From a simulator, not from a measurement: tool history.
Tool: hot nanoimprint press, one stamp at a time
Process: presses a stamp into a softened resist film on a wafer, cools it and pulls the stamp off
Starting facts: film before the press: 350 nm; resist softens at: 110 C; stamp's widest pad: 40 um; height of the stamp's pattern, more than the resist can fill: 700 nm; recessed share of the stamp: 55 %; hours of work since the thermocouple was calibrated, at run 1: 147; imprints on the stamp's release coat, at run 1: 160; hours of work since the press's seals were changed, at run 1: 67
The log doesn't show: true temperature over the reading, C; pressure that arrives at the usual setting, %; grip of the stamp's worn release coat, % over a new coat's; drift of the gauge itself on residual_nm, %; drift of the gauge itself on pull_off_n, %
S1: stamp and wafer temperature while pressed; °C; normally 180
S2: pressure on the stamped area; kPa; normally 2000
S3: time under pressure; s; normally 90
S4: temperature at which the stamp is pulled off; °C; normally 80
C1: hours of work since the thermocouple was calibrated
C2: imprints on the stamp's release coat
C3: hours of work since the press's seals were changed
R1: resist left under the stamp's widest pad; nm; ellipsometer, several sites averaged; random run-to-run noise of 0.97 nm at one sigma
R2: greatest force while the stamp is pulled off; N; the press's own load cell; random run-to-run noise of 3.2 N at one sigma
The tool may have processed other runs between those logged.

run 1 day=0.000 | S1=180 S2=2000 S3=90 S4=80 | C1=147 C2=160 C3=67 | R1=138.3 R2=158
run 2 day=0.612 | S1=180 S2=2000 S3=90 S4=80 | C1=154 C2=200 C3=73 | R1=140.9 R2=153
run 3 day=1.175 | S1=180 S2=1980 S3=90 S4=80 | C1=160 C2=238 C3=79 | R1=138.3 R2=154
run 4 day=1.442 | S1=180 S2=1980 S3=90 S4=80 | C1=163 C2=256 C3=82 | R1=138.5 R2=157
run 5 day=1.775 | S1=180 S2=2000 S3=90 S4=80 | C1=167 C2=279 C3=86 | R1=139.9 R2=158
run 6 day=2.383 | S1=180 S2=2000 S3=90 S4=80 | C1=173 C2=319 C3=92 | R1=138.3 R2=156
run 7 day=2.792 | S1=180 S2=2000 S3=90 S4=80 | C1=178 C2=347 C3=97 | R1=138.1 R2=151
run 8 day=3.046 | S1=180 S2=2000 S3=90 S4=80 | C1=180 C2=364 C3=100 | R1=139.5 R2=152
run 9 day=3.379 | S1=180 S2=2000 S3=90 S4=80 | C1=184 C2=386 C3=103 | R1=137.8 R2=154
run 10 day=3.708 | S1=180 S2=2000 S3=90 S4=80 | C1=188 C2=408 C3=107 | R1=137.9 R2=154
run 11 day=4.167 | S1=180 S2=2000 S3=90 S4=80 | C1=193 C2=439 C3=112 | R1=139.0 R2=153
run 12 day=4.662 | S1=180 S2=2000 S3=90 S4=75 | C1=198 C2=472 C3=117 | R1=140.4 R2=165
run 13 day=5.067 | S1=177 S2=2000 S3=90 S4=75 | C1=202 C2=499 C3=121 | R1=160.8 R2=169
run 14 day=5.350 | S1=180 S2=2000 S3=106 S4=70 | C1=205 C2=518 C3=124 | R1=129.4 R2=166
run 15 day=5.650 | S1=180 S2=2000 S3=93 S4=80 | C1=209 C2=538 C3=128 | R1=136.3 R2=155
run 16 day=6.025 | S1=180 S2=2000 S3=90 S4=66 | C1=213 C2=563 C3=132 | R1=137.5 R2=174
run 17 day=6.521 | S1=176 S2=2440 S3=131 S4=80 | C1=218 C2=597 C3=137 | R1=135.0 R2=156
run 18 day=6.788 | S1=180 S2=2000 S3=78 S4=80 | C1=221 C2=615 C3=140 | R1=148.3 R2=161
run 19 day=7.171 | S1=180 S2=2830 S3=47 S4=69 | C1=225 C2=640 C3=144 | R1=156.9 R2=175
run 20 day=7.458 | S1=180 S2=2830 S3=47 S4=69 | C1=228 C2=659 C3=147 | R1=155.9 R2=180
run 21 day=7.838 | S1=180 S2=1760 S3=176 S4=69 | C1=232 C2=685 C3=151 | R1=111.6 R2=174
run 22 day=8.433 | S1=187 S2=1770 S3=55 S4=71 | C1=239 C2=725 C3=158 | R1=127.3 R2=171
run 23 day=8.746 | S1=186 S2=1770 S3=55 S4=65 | C1=242 C2=746 C3=161 | R1=136.5 R2=183
run 24 day=9.100 | S1=186 S2=1560 S3=50 S4=70 | C1=246 C2=769 C3=165 | R1=148.8 R2=179

Here are 5 independent what-if runs from the current tool condition. What would each one return?
run A day=9.367 | S1=174 S2=2000 S3=90 S4=70 | C1=249 C2=787 C3=168 | R1=? R2=?
run B day=9.367 | S1=187 S2=2690 S3=58 S4=80 | C1=249 C2=787 C3=168 | R1=? R2=?
run C day=9.367 | S1=171 S2=3100 S3=90 S4=69 | C1=249 C2=787 C3=168 | R1=? R2=?
run D day=9.367 | S1=180 S2=1310 S3=100 S4=77 | C1=249 C2=787 C3=168 | R1=? R2=?
run E day=9.367 | S1=174 S2=1260 S3=92 S4=70 | C1=249 C2=787 C3=168 | R1=? R2=?

run=A R1=187.0 R2=175
run=B R1=103.4 R2=157
run=C R1=182.0 R2=179
run=D R1=158.4 R2=164
run=E R1=216.7 R2=170
What these runs would have given with no unlogged condition in the tool:
run=A R1=186.7 R2=174
run=B R1=103.2 R2=157
run=C R1=181.7 R2=179
run=D R1=158.1 R2=163
run=E R1=216.4 R2=169
